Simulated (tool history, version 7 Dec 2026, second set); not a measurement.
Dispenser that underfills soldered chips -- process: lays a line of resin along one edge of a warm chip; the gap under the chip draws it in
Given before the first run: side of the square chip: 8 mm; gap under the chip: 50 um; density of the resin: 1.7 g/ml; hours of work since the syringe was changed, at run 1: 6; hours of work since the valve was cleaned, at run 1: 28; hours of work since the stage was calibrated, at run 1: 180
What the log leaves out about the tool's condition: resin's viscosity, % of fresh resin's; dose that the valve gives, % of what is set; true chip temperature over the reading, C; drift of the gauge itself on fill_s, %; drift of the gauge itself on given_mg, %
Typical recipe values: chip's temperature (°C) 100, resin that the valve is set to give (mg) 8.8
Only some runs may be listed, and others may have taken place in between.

| run | hour | chip's temperature (°C) | resin that the valve is set to give (mg) | hours of work since the syringe was changed | hours of work since the valve was cleaned | hours of work since the stage was calibrated | time until the resin shows at the far edge (s) | resin that the valve gave (mg) |
|---|---|---|---|---|---|---|---|---|
| 1 | 0 | 100 | 8.8 | 6 | 28 | 180 | 70.9 | 8.64 |
|  | 4.7 | new syringe of resin |
| 2 | 10.9 | 100 | 8.8 | 4 | 35 | 188 | 65 | 8.48 |
|  | 17.9 | new syringe of resin |
| 3 | 26.2 | 100 | 8.8 | 6 | 46 | 198 | 70.9 | 8.46 |
|  | 30.7 | new syringe of resin |
| 4 | 39.9 | 100 | 8.8 | 7 | 55 | 208 | 75.4 | 8.28 |
|  | 43.8 | new syringe of resin |
| 5 | 47.9 | 100 | 8.8 | 3 | 61 | 213 | 60.4 | 8.27 |
|  | 57 | new syringe of resin |
| 6 | 57.1 | 107 | 8.8 | 0 | 67 | 220 | 37.8 | 8.19 |
|  | 69.7 | new syringe of resin |
| 7 | 69.7 | 107 | 8.8 | 0 | 76 | 228 | 36.7 | 8.16 |
| 8 | 78.3 | 100 | 8.8 | 6 | 82 | 235 | 74.1 | 8.22 |
|  | 83.3 | new syringe of resin |
| 9 | 87.8 | 88 | 8.8 | 3 | 89 | 241 | 102.4 | 8.11 |
|  | 95.9 | new syringe of resin |
| 10 | 102 | 99 | 8.8 | 4 | 98 | 251 | 67.2 | 8.04 |
|  | 108.8 | new syringe of resin |
| 11 | 112 | 99 | 8.8 | 2 | 105 | 258 | 61.6 | 8 |
|  | 121.9 | new syringe of resin |
| 12 | 124 | 105 | 8.8 | 2 | 114 | 266 | 46.3 | 7.76 |
|  | 134.5 | new syringe of resin |
| 13 | 137.5 | 97 | 8.8 | 2 | 123 | 276 | 64.1 | 7.76 |
|  | 139.4 | dispensing valve cleaned and set on the balance |
|  | 148.6 | new syringe of resin |
| 14 | 154.5 | 97 | 8.8 | 4 | 11 | 287 | 73.1 | 8.77 |
|  | 162.1 | new syringe of resin |
| 15 | 164.7 | 100 | 8.8 | 2 | 18 | 294 | 56 | 8.69 |
| 16 | 173 | 100 | 10.49 | 8 | 24 | 300 | 80.9 | 10.34 |
|  | 175.8 | new syringe of resin |
| 17 | 184.9 | 100 | 10.49 | 6 | 32 | 308 | 75.7 | 10.3 |
|  | 188.9 | new syringe of resin |
| 18 | 196.7 | 100 | 10.49 | 6 | 40 | 316 | 70.2 | 10.16 |
|  | 202.8 | new syringe of resin |
| 19 | 212.6 | 100 | 10.49 | 7 | 51 | 327 | 78.9 | 10.09 |
|  | 216.1 | new syringe of resin |
| 20 | 222.5 | 88 | 8.42 | 5 | 58 | 334 | 114.4 | 8 |
|  | 229.3 | new syringe of resin |
| 21 | 231.4 | 88 | 8.42 | 1 | 64 | 340 | 96.5 | 7.94 |
|  | 240.3 | stage's temperature calibrated |
| 22 | 242.4 | 95 | 8.14 | 9 | 71 | 1 | 101.3 | 7.85 |
|  | 244.1 | new syringe of resin |
|  | 257.2 | new syringe of resin |
| 23 | 258.2 | 95 | 8.14 | 1 | 82 | 12 | 61 | 7.63 |
|  | 270.7 | new syringe of resin |
| 24 | 271.4 | 104 | 11.35 | 1 | 91 | 21 | 40.4 | 10.44 |
|  | 284 | new syringe of resin |
| 25 | 284.2 | 101 | 10.22 | 0 | 100 | 30 | 44.9 | 9.28 |
| 26 | 293.8 | 88 | 10.22 | 7 | 107 | 37 | 121.9 | 9.24 |
|  | 297.3 | new syringe of resin |
| 27 | 302.4 | 88 | 10.22 | 4 | 113 | 43 | 97.5 | 9.26 |
|  | 310.8 | new syringe of resin |
| 28 | 312.1 | 107 | 8.19 | 1 | 119 | 50 | 38.7 | 7.31 |
|  | 319 | dispensing valve cleaned and set on the balance |
|  | 324.9 | new syringe of resin |
| 29 | 327.8 | 114 | 7.74 | 2 | 6 | 60 | 31.9 | 7.68 |
|  | 338.3 | new syringe of resin |
| 30 | 342.9 | 88 | 9.89 | 3 | 17 | 71 | 98.5 | 9.87 |
|  | 350.9 | new syringe of resin |
| 31 | 352.7 | 100 | 10.61 | 1 | 23 | 77 | 51.9 | 10.39 |
|  | 363.8 | new syringe of resin |
| 32 | 363.8 | 109 | 10.52 | 0 | 31 | 85 | 32.5 | 10.19 |
|  | 377.6 | new syringe of resin |
| 33 | 379 | 100 | 8.43 | 1 | 42 | 96 | 52.7 | 8.1 |
| 34 | 385.7 | 100 | 8.43 | 6 | 46 | 100 | 71.6 | 8.02 |
|  | 391.2 | new syringe of resin |
| 35 | 393.1 | 100 | 8.43 | 1 | 51 | 105 | 54 | 7.99 |
|  | 404.8 | new syringe of resin |
| 36 | 408.8 | 106 | 9.31 | 3 | 62 | 116 | 45.2 | 8.84 |

What if the next run were any one of these 3? Each begins from the tool's condition after run 36:
| A | 415.8 | 88 | 10.78 | 8 | 67 | 121 | ? | ? |
| B | 415.8 | 92 | 9.69 | 8 | 67 | 121 | ? | ? |
| C | 415.8 | 98 | 8.8 | 8 | 67 | 121 | ? | ? |

| run | time until the resin shows at the far edge (s) | resin that the valve gave (mg) |
|---|---|---|
| A | 131.9 | 10.26 |
| B | 109.8 | 9.09 |
| C | 86.8 | 8.28 |
Without the tool's unlogged condition, the same runs would have read:
| run | time until the resin shows at the far edge (s) | resin that the valve gave (mg) |
|---|---|---|
| A | 76.7 | 10.88 |
| B | 63.8 | 9.65 |
| C | 50.5 | 8.79 |
